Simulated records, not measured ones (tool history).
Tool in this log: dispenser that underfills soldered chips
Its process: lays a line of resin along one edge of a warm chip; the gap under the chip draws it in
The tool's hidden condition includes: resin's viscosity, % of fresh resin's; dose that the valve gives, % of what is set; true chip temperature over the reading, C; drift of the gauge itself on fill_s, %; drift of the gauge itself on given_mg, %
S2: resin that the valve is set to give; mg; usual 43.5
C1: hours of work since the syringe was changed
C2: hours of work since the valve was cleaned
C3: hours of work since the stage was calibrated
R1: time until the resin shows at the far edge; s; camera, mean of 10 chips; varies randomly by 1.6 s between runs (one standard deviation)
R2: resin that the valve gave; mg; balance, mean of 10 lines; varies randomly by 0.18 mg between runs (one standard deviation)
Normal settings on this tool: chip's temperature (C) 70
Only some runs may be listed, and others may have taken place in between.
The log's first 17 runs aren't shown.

run 18 hour=223.0 | chip's_temperature_(C)=69 S2=54.9 | C1=9 C2=52 C3=386 | R1=308.1 R2=52.29
-- hour=225.6 new syringe of resin
-- hour=226.6 dispensing valve cleaned and set on the balance
run 19 hour=237.5 | chip's_temperature_(C)=69 S2=54.9 | C1=7 C2=7 C3=394 | R1=257.7 R2=54.66
-- hour=242.5 new syringe of resin
run 20 hour=250.5 | chip's_temperature_(C)=70 S2=39.8 | C1=5 C2=14 C3=401 | R1=220.0 R2=39.09
-- hour=258.0 new syringe of resin
run 21 hour=260.2 | chip's_temperature_(C)=55 S2=41.2 | C1=1 C2=20 C3=407 | R1=319.9 R2=40.61
-- hour=274.0 new syringe of resin
run 22 hour=274.3 | chip's_temperature_(C)=73 S2=50.5 | C1=0 C2=28 C3=415 | R1=125.7 R2=49.03
run 23 hour=287.2 | chip's_temperature_(C)=73 S2=43.9 | C1=8 C2=36 C3=423 | R1=248.9 R2=42.27
-- hour=290.3 new syringe of resin
run 24 hour=296.8 | chip's_temperature_(C)=75 S2=43.5 | C1=4 C2=42 C3=429 | R1=163.3 R2=41.58
-- hour=305.8 new syringe of resin
run 25 hour=312.0 | chip's_temperature_(C)=58 S2=53.3 | C1=4 C2=51 C3=438 | R1=344.7 R2=51.14
-- hour=317.9 dispensing valve cleaned and set on the balance
-- hour=322.4 new syringe of resin
run 26 hour=328.6 | chip's_temperature_(C)=83 S2=43.5 | C1=4 C2=6 C3=447 | R1=115.2 R2=43.10
-- hour=338.4 new syringe of resin
run 27 hour=338.8 | chip's_temperature_(C)=83 S2=43.5 | C1=0 C2=12 C3=453 | R1=86.4 R2=43.25
run 28 hour=352.5 | chip's_temperature_(C)=83 S2=43.5 | C1=9 C2=21 C3=462 | R1=171.9 R2=42.59
-- hour=353.9 new syringe of resin
run 29 hour=362.6 | chip's_temperature_(C)=69 S2=43.1 | C1=5 C2=27 C3=467 | R1=237.2 R2=42.16
-- hour=369.4 new syringe of resin
run 30 hour=369.9 | chip's_temperature_(C)=67 S2=43.1 | C1=0 C2=31 C3=472 | R1=165.8 R2=41.82
-- hour=385.1 new syringe of resin
run 31 hour=385.4 | chip's_temperature_(C)=79 S2=47.8 | C1=0 C2=40 C3=481 | R1=100.2 R2=45.71
run 32 hour=395.8 | chip's_temperature_(C)=80 S2=44.2 | C1=7 C2=46 C3=487 | R1=162.0 R2=42.10

Run 33 has not been measured yet. What should we expect?
-- hour=401.0 new syringe of resin
run 33 hour=402.9 | chip's_temperature_(C)=73 S2=37.3 | C1=1 C2=51 C3=491 | R1=? R2=?

R1: 143.6 s
R2: 35.69 mg
With the hidden condition absent and the run-to-run variation left alone, this run would have shown R1 146.3 s, R2 37.42 mg.
